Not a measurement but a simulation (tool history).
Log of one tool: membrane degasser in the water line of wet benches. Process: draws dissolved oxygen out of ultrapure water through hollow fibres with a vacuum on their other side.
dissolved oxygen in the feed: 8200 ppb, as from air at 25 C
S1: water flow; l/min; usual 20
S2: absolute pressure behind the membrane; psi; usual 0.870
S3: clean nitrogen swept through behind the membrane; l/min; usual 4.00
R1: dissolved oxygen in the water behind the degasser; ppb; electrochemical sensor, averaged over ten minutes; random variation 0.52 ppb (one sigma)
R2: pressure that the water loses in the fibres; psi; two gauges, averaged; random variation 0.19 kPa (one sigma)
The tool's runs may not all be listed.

run    hour  S1     S2     S3     R1     R2
  1     0.0  20  0.870   4.00   46.9  5.932
  2   122.6  20  0.870   4.00   47.7  5.829
  3   281.9  20  0.870   4.00   46.9  5.877
  4   409.7  20  0.870   2.86   62.2  5.852
  5   583.5  20  0.870   2.86   62.3  5.865
  6   710.1  24  0.870   4.00   62.5  7.050
  7   838.1  24  0.870  10.25   36.5  7.091
  8   951.0  24  0.870  10.25   36.1  7.072
  9  1102.9  24  0.870  10.25   35.3  7.036
 10  1223.6  20  0.870   4.00   48.3  5.891
 11  1394.1  20  0.870   4.00   49.4  5.881
 12  1530.4  20  0.870   4.00   48.7  5.931
 13  1642.4  20  0.870   4.00   48.7  5.920
 14  1838.0  20  2.033   4.00  144.3  5.922
 15  1935.3  20  2.033   4.00  146.2  5.903
 16  2065.0  20  2.033   4.00  146.2  5.922
 17  2183.0  20  2.033   4.00  143.7  5.906
 18  2295.7  20  2.033   4.00  144.6  5.923
 19  2495.6  20  1.300   3.88   87.2  5.884
 20  2611.2  16  1.056   1.99   90.1  4.754
 21  2805.4  16  1.056   1.99   89.7  4.740
 22  2963.6  31  0.687   6.48   57.9  9.150
 23  3154.3  20  0.790  11.55   23.3  5.962
 24  3319.7  20  1.543  11.55   45.3  5.971
 25  3471.8  20  1.543  11.55   45.2  5.944
 26  3557.1  19  2.170  11.27   62.1  5.588
 27  3644.8  19  2.170  11.27   62.6  5.670
 28  3807.3  18  0.870   4.32   41.9  5.350
     3820.4  -- vacuum gauge calibrated
 29  3992.6  13  1.031   4.32   32.7  3.868
 30  4165.7  17  1.381   4.00   74.5  5.079
 31  4277.1  17  1.381   4.00   74.1  5.097
 32  4400.9  14  0.870   4.46   26.2  4.173

Measured less the same run without the tool's hidden state. The same run-to-run variation is in both; the gauge's scatter may not be:
The hidden state here: membrane still open, %; true pressure behind the membrane over the reading, kPa; air that leaks in behind the membrane, l/min; drift of the gauge itself on oxygen_ppb, %; drift of the gauge itself on loss_of_pressure_kpa, %.
run     R1      R2
  1   +4.1  +0.149
  2   +4.2  +0.151
  3   +4.3  +0.155
  4   +5.6  +0.158
  5   +5.8  +0.162
  6   +6.4  +0.197
  7   +4.6  +0.203
  8   +4.6  +0.205
  9   +4.6  +0.209
 10   +5.3  +0.178
 11   +5.6  +0.183
 12   +5.6  +0.186
 13   +5.8  +0.189
 14   +6.4  +0.193
 15   +6.5  +0.194
 16   +6.8  +0.199
 17   +6.8  +0.200
 18   +6.9  +0.205
 19   +6.9  +0.209
 20   +8.2  +0.168
 21   +8.4  +0.173
 22  +10.8  +0.341
 23   +4.3  +0.225
 24   +4.6  +0.229
 25   +4.7  +0.234
 26   +4.7  +0.223
 27   +4.8  +0.226
 28   +6.5  +0.218
 29   +1.3  +0.160
 30   +2.8  +0.213
 31   +2.9  +0.213
 32   +1.6  +0.178
